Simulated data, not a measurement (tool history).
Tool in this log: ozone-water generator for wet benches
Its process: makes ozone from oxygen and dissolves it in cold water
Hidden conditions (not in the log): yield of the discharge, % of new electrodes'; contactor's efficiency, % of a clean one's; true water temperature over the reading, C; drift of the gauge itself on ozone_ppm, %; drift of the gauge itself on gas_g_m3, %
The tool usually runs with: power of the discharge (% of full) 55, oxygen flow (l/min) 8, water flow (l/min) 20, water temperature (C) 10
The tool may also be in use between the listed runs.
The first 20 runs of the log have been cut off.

run	hour	power of the discharge (% of full)	oxygen flow (l/min)	water flow (l/min)	water temperature (C)	hours of work since the electrodes were changed	hours of work since the contactor was cleaned	hours of work since the thermometer was calibrated	dissolved ozone (ppm)	ozone in the gas ahead of the water (g/m3)
21	2838.2	95	8	20	15	2419	1912	3665	35.6	268
22	2945.8	70	8	24	10	2488	1981	3735	27.8	224.1
23	3090.3	93	4.46	29	8	2581	2074	3828	28.9	390.7
24	3214.5	93	4.46	29	8	2661	2154	3908	28.4	390.5
25	3368.3	93	4.46	29	8	2760	2253	4007	28.9	389.7
26	3484.2	55	12.35	20	9	2835	2328	4081	25.6	143.6
# hour 3611.5: contactor cleaned
27	3661.5	55	10.59	20	9	2947	32	4193	26.5	158.8
# hour 3760.2: gauge calibrated
28	3760.2	55	4.74	13	10	3010	96	4257	40.4	279.3
29	3928	70	4.55	14	5	3119	204	4365	47.9	331.6
30	4103.9	70	4.55	14	5	3232	317	4478	47.7	330.2
31	4247.1	70	4.55	14	5	3324	410	4571	47.7	330.3
32	4429.4	43	7.48	16	10	3442	527	4688	27.8	177.5

Consider 3 possible next runs. They are alternatives, not a sequence: every one starts from the tool as it was left by run 32. What does each give?
A	4514.3	80	7.79	20	10	3496	582	4743	?	?
B	4514.3	43	7.48	16	11	3496	582	4743	?	?
C	4514.3	93	7.48	16	10	3496	582	4743	?	?

run	dissolved ozone (ppm)	ozone in the gas ahead of the water (g/m3)
A	34.9	253.7
B	27.6	177
C	45.1	286.5
Take away the tool's hidden state, keep each run's random variation, and the runs would have read:
run	dissolved ozone (ppm)	ozone in the gas ahead of the water (g/m3)
A	34.9	255.5
B	27.7	178.2
C	45.2	288.6
